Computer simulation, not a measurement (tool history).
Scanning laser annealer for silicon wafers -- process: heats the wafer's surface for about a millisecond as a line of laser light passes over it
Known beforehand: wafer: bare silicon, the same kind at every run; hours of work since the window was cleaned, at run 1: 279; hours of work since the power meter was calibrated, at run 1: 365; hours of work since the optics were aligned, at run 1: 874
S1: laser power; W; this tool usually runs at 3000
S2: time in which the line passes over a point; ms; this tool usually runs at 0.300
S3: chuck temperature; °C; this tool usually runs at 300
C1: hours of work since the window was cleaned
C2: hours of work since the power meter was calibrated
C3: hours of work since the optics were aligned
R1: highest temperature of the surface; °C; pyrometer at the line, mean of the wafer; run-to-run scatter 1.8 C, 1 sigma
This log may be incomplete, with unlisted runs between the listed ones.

run 1 hour=0.0 | S1=3000 S2=0.300 S3=300 | C1=279 C2=365 C3=874 | R1=1035
run 2 hour=21.2 | S1=3000 S2=0.289 S3=300 | C1=289 C2=375 C3=883 | R1=1024
run 3 hour=37.5 | S1=3000 S2=0.300 S3=300 | C1=296 C2=382 C3=891 | R1=1039
run 4 hour=57.0 | S1=3000 S2=0.300 S3=300 | C1=305 C2=391 C3=899 | R1=1038
run 5 hour=78.1 | S1=3000 S2=0.300 S3=300 | C1=314 C2=400 C3=909 | R1=1033
run 6 hour=94.2 | S1=3000 S2=0.300 S3=300 | C1=321 C2=407 C3=916 | R1=1034
run 7 hour=119.1 | S1=3000 S2=0.300 S3=269 | C1=332 C2=418 C3=927 | R1=1003
run 8 hour=146.8 | S1=3000 S2=0.300 S3=269 | C1=345 C2=430 C3=939 | R1=1002
run 9 hour=169.1 | S1=3000 S2=0.300 S3=300 | C1=355 C2=440 C3=949 | R1=1032
run 10 hour=190.5 | S1=2727 S2=0.300 S3=300 | C1=364 C2=450 C3=959 | R1=969
run 11 hour=218.1 | S1=3000 S2=0.300 S3=322 | C1=376 C2=462 C3=971 | R1=1054
run 12 hour=234.2 | S1=3000 S2=0.300 S3=298 | C1=384 C2=469 C3=978 | R1=1032
run 13 hour=245.8 | S1=3000 S2=0.300 S3=298 | C1=389 C2=475 C3=983 | R1=1032
run 14 hour=271.7 | S1=3000 S2=0.300 S3=298 | C1=400 C2=486 C3=995 | R1=1027
run 15 hour=284.1 | S1=2664 S2=0.246 S3=333 | C1=406 C2=492 C3=1001 | R1=930
run 16 hour=298.4 | S1=2791 S2=0.252 S3=266 | C1=412 C2=498 C3=1007 | R1=894
run 17 hour=320.4 | S1=2791 S2=0.252 S3=266 | C1=422 C2=508 C3=1017 | R1=898
run 18 hour=332.1 | S1=3189 S2=0.365 S3=266 | C1=427 C2=513 C3=1022 | R1=1103
-- hour=356.7 window over the wafer cleaned
run 19 hour=361.3 | S1=2590 S2=0.365 S3=317 | C1=2 C2=525 C3=1034 | R1=1032
run 20 hour=373.3 | S1=2924 S2=0.252 S3=335 | C1=7 C2=531 C3=1039 | R1=1013

What will run 21 give?
run 21 hour=396.2 | S1=2924 S2=0.252 S3=335 | C1=18 C2=541 C3=1050 | R1=?

{"run 21": {"R1": 1010}}
If the tool had no hidden condition, the same run with the same run-to-run variation would have returned R1 1021 °C.
